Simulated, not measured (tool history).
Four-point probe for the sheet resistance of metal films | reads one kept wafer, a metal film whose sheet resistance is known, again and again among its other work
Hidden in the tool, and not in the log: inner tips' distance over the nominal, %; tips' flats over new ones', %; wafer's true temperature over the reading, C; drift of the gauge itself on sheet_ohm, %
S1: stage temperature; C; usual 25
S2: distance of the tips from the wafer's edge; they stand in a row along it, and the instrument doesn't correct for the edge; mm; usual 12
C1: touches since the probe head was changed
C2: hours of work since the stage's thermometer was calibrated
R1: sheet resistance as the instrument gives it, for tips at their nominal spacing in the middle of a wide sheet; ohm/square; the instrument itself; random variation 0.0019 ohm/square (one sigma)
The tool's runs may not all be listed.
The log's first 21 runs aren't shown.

run	hour	S1	S2	C1	C2	R1
22	453.2	34	12	25669	691	9.410204
23	474.2	34	12	26577	703	9.411637
24	488.8	34	12	27212	711	9.405578
25	500.9	34	12	27736	718	9.410336
26	514.6	34	12	28330	725	9.409207
27	543.0	22	10	29559	741	9.294894
28	564.0	23	34	30469	753	9.295634
29	580.0	18	13	31159	762	9.253012
30	602.5	18	13	32135	774	9.254771
# hour 604.6: stage's thermometer calibrated
31	619.9	18	13	32867	9	9.250619
32	637.1	18	13	33612	18	9.249447
33	655.9	21	28	34425	29	9.273659
34	674.6	20	7	35235	39	9.289904
35	697.7	20	7	36237	52	9.283706
36	712.2	26	7	36863	60	9.345952
# hour 717.0: stage's thermometer calibrated, once more
37	739.4	27	7	38020	12	9.366272
38	757.4	27	4	38800	22	9.414452
39	773.3	28	44	39487	31	9.346161
40	788.3	28	8	40139	40	9.362536

Run 41 comes next. What will it give?
41	808.5	25	5	41012	51	?

Run 41 gave R1 9.364904 ohm/square.
Without the tool's hidden state the same run would have given R1 9.342230 ohm/square.

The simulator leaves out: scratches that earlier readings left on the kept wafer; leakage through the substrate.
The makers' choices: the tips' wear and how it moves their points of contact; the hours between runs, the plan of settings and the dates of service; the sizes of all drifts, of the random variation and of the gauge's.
